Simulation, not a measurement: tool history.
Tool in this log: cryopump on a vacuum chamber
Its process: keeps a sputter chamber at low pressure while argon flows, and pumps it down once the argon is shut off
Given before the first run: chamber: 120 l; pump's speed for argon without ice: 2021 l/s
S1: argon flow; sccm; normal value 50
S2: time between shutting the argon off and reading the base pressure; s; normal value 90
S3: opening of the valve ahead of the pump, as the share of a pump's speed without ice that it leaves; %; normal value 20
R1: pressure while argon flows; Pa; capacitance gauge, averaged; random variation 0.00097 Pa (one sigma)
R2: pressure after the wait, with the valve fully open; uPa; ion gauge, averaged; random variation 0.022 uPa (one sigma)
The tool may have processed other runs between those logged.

run 1 day=0 | S1=50 S2=90 S3=20 | R1=0.2149 R2=0.98
run 2 day=1.771 | S1=50 S2=90 S3=20 | R1=0.2158 R2=0.99
run 3 day=3.188 | S1=50 S2=90 S3=20 | R1=0.2178 R2=1.02
run 4 day=4.958 | S1=50 S2=30 S3=20 | R1=0.2115 R2=2.05
run 5 day=7.396 | S1=50 S2=30 S3=20 | R1=0.2115 R2=2.02
run 6 day=9.183 | S1=50 S2=34 S3=20 | R1=0.212 R2=1.83
run 7 day=11.354 | S1=50 S2=34 S3=20 | R1=0.2131 R2=1.83
run 8 day=13.792 | S1=50 S2=34 S3=20 | R1=0.2129 R2=1.87
run 9 day=15.704 | S1=50 S2=90 S3=20 | R1=0.2163 R2=1.02
run 10 day=17.662 | S1=50 S2=90 S3=20 | R1=0.2171 R2=1.05
run 11 day=19.512 | S1=50 S2=90 S3=20 | R1=0.216 R2=1.1
run 12 day=21.604 | S1=50 S2=90 S3=20 | R1=0.2111 R2=0.95
run 13 day=22.688 | S1=50 S2=90 S3=51 | R1=0.0843 R2=0.97
run 14 day=24.788 | S1=24 S2=99 S3=51 | R1=0.0415 R2=0.97
run 15 day=27.267 | S1=44 S2=34 S3=19 | R1=0.1983 R2=1.51
run 16 day=28.833 | S1=49 S2=90 S3=32 | R1=0.1335 R2=0.71
run 17 day=30.458 | S1=49 S2=90 S3=32 | R1=0.1333 R2=0.68
run 18 day=31.975 | S1=86 S2=28 S3=32 | R1=0.2355 R2=1.87
run 19 day=33.308 | S1=86 S2=28 S3=32 | R1=0.2399 R2=1.83
run 20 day=35.475 | S1=32 S2=196 S3=52 | R1=0.0578 R2=0.47
run 21 day=38.329 | S1=83 S2=55 S3=48 | R1=0.1485 R2=1.07
run 22 day=40.188 | S1=50 S2=297 S3=21 | R1=0.2033 R2=0.3
run 23 day=41.979 | S1=50 S2=122 S3=31 | R1=0.1381 R2=0.6

Taken out of this log: 4 entries between the listed runs. Where each belongs, and how the hidden state differs across it:
Between runs 3 and 4: pump warmed up, emptied and cooled again (day 4.254)
  pump's speed, % of a pump's without ice: 85.3 -> 98.8; cold plate's temperature, K: 12.91 -> 12.93; leak into the chamber, uPa l/s: 861 -> 866
  measured less the result without the state, R1: +0.0082 -> +0.0013 Pa; R2: +0.36 -> +0.29 uPa
Between runs 11 and 12: pump warmed up, emptied and cooled again (day 20.342)
  pump's speed, % of a pump's without ice: 84.2 -> 98.7; cold plate's temperature, K: 13.09 -> 13.11; leak into the chamber, uPa l/s: 913 -> 919
  measured less the result without the state, R1: +0.0089 -> +0.0015 Pa; R2: +0.4 -> +0.31 uPa
Between runs 14 and 15: leaking fittings of the chamber tightened, without venting (day 27.267)
  pump's speed, % of a pump's without ice: 95.2 -> 92.8; cold plate's temperature, K: 13.14 -> 13.17; leak into the chamber, uPa l/s: 930 -> 317
  measured less the result without the state, R1: +0.0015 -> +0.0039 Pa; R2: +0.35 -> +0.03 uPa
Between runs 20 and 21: pump warmed up, emptied and cooled again (day 36.433)
  pump's speed, % of a pump's without ice: 84.1 -> 97.6; cold plate's temperature, K: 13.26 -> 13.29; leak into the chamber, uPa l/s: 343 -> 351
  measured less the result without the state, R1: +0.0059 -> +0.0036 Pa; R2: +0.06 -> +0.03 uPa

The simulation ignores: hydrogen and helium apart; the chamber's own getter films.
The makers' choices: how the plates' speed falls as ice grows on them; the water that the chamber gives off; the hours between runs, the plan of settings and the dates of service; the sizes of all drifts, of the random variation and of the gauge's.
